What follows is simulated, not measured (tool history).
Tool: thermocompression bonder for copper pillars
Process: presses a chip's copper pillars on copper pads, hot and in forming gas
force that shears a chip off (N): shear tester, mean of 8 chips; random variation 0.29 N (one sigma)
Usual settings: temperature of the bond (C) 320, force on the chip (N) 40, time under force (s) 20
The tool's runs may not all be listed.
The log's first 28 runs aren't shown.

| run | hour | temperature of the bond (C) | force on the chip (N) | time under force (s) | hours of work since the heater was calibrated | hours of work since the force cell was calibrated | hours of work since the gas filter was changed | force that shears a chip off (N) |
|---|---|---|---|---|---|---|---|---|
| 29 | 228.5 | 320 | 40 | 25 | 503 | 220 | 7 | 45.1 |
| 30 | 236.2 | 344 | 41 | 24 | 507 | 224 | 11 | 53.9 |
| 31 | 242.9 | 320 | 25 | 20 | 511 | 228 | 14 | 29.4 |
| 32 | 250.5 | 295 | 28 | 56 | 515 | 232 | 18 | 38.9 |
| 33 | 255.5 | 291 | 28 | 20 | 517 | 234 | 20 | 24.0 |
| 34 | 264.6 | 291 | 28 | 20 | 522 | 239 | 25 | 24.2 |
| 35 | 271.8 | 324 | 40 | 20 | 525 | 242 | 29 | 42.5 |
| 36 | 278.4 | 301 | 49 | 11 | 529 | 246 | 32 | 31.6 |
| 37 | 287.6 | 336 | 53 | 15 | 533 | 250 | 37 | 50.6 |
| 38 | 292.7 | 336 | 53 | 15 | 536 | 253 | 39 | 50.8 |
| 39 | 298.2 | 336 | 53 | 15 | 539 | 256 | 42 | 50.4 |

3 ways to go on from here, each from the tool as it stands after run 39. What would each give?
| A | 303.7 | 337 | 29 | 20 | 542 | 259 | 45 | ? |
| B | 303.7 | 320 | 40 | 23 | 542 | 259 | 45 | ? |
| C | 303.7 | 320 | 56 | 37 | 542 | 259 | 45 | ? |

| run | force that shears a chip off (N) |
|---|---|
| A | 38.2 |
| B | 43.7 |
| C | 62.9 |
Without the tool's hidden state the same runs would have given:
| run | force that shears a chip off (N) |
|---|---|
| A | 38.3 |
| B | 43.8 |
| C | 63.0 |
